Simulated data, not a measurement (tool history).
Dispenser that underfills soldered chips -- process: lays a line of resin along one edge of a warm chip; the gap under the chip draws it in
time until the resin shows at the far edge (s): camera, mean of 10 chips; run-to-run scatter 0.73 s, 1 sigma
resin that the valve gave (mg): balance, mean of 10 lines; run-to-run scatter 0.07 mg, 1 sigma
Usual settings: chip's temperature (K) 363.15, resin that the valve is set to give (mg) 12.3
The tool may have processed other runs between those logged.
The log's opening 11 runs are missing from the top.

| run | day | chip's temperature (K) | resin that the valve is set to give (mg) | hours of work since the syringe was changed | hours of work since the valve was cleaned | hours of work since the stage was calibrated | time until the resin shows at the far edge (s) | resin that the valve gave (mg) |
|---|---|---|---|---|---|---|---|---|
| 12 | 3.371 | 363.15 | 13.5 | 3 | 44 | 309 | 71.1 | 13.01 |
| 13 | 3.583 | 363.15 | 13.5 | 6 | 48 | 313 | 79.2 | 13.01 |
|  | 3.683 | new syringe of resin |
| 14 | 3.867 | 377.15 | 12.3 | 3 | 52 | 317 | 45.3 | 11.89 |
|  | 4.208 | new syringe of resin |
| 15 | 4.229 | 377.15 | 12.3 | 0 | 58 | 323 | 41.5 | 11.85 |
| 16 | 4.629 | 377.15 | 12.3 | 7 | 64 | 329 | 51.0 | 11.68 |
|  | 4.704 | new syringe of resin |
| 17 | 5.092 | 363.15 | 12.3 | 6 | 71 | 336 | 79.6 | 11.56 |
|  | 5.229 | new syringe of resin |
|  | 5.304 | dispensing valve cleaned and set on the balance |
| 18 | 5.450 | 348.15 | 14.0 | 3 | 2 | 341 | 115.7 | 13.94 |
| 19 | 5.708 | 377.15 | 11.5 | 7 | 6 | 345 | 50.4 | 11.42 |
|  | 5.779 | new syringe of resin |
| 20 | 6.167 | 377.15 | 11.5 | 6 | 14 | 353 | 49.8 | 11.39 |
|  | 6.271 | new syringe of resin |
| 21 | 6.454 | 377.15 | 11.5 | 3 | 18 | 357 | 43.7 | 11.50 |
| 22 | 6.683 | 377.15 | 11.5 | 7 | 22 | 361 | 51.0 | 11.28 |
|  | 6.775 | new syringe of resin |
| 23 | 7.121 | 373.15 | 14.0 | 6 | 28 | 367 | 54.0 | 13.72 |
|  | 7.288 | new syringe of resin |
| 24 | 7.446 | 363.15 | 12.1 | 3 | 33 | 372 | 72.8 | 11.85 |
|  | 7.779 | new syringe of resin |
| 25 | 7.875 | 363.15 | 12.1 | 1 | 40 | 379 | 68.0 | 11.82 |
| 26 | 8.088 | 363.15 | 12.1 | 5 | 43 | 382 | 76.1 | 11.66 |
|  | 8.308 | new syringe of resin |
| 27 | 8.383 | 363.15 | 12.1 | 1 | 48 | 387 | 68.2 | 11.66 |
|  | 8.825 | new syringe of resin |
| 28 | 8.846 | 363.15 | 12.1 | 0 | 55 | 394 | 65.3 | 11.60 |
| 29 | 9.108 | 363.15 | 12.1 | 5 | 59 | 398 | 75.2 | 11.52 |
|  | 9.354 | new syringe of resin |
| 30 | 9.404 | 377.15 | 10.7 | 1 | 64 | 403 | 43.1 | 10.14 |
| 31 | 9.762 | 377.15 | 10.7 | 6 | 70 | 409 | 52.2 | 10.00 |
|  | 9.854 | new syringe of resin |
| 32 | 9.971 | 376.15 | 15.1 | 2 | 73 | 412 | 42.4 | 14.28 |
|  | 10.054 | dispensing valve cleaned and set on the balance |
|  | 10.404 | new syringe of resin |
| 33 | 10.442 | 368.15 | 12.9 | 1 | 6 | 418 | 55.6 | 12.79 |

What if the next run were any one of these 4? Each begins from the tool's condition after run 33:
|  | 10.900 | new syringe of resin |
| A | 10.900 | 370.15 | 10.9 | 0 | 13 | 426 | ? | ? |
|  | 10.900 | new syringe of resin |
| B | 10.900 | 377.15 | 11.7 | 0 | 13 | 426 | ? | ? |
|  | 10.900 | new syringe of resin |
| C | 10.900 | 351.15 | 13.0 | 0 | 13 | 426 | ? | ? |
|  | 10.900 | new syringe of resin |
| D | 10.900 | 357.15 | 14.6 | 0 | 13 | 426 | ? | ? |

| run | time until the resin shows at the far edge (s) | resin that the valve gave (mg) |
|---|---|---|
| A | 51.0 | 10.83 |
| B | 41.0 | 11.66 |
| C | 98.0 | 12.97 |
| D | 77.7 | 14.52 |
Take away the tool's hidden state, keep each run's random variation, and the runs would have read:
| run | time until the resin shows at the far edge (s) | resin that the valve gave (mg) |
|---|---|---|
| A | 53.0 | 10.92 |
| B | 42.5 | 11.76 |
| C | 102.5 | 13.08 |
| D | 81.1 | 14.64 |
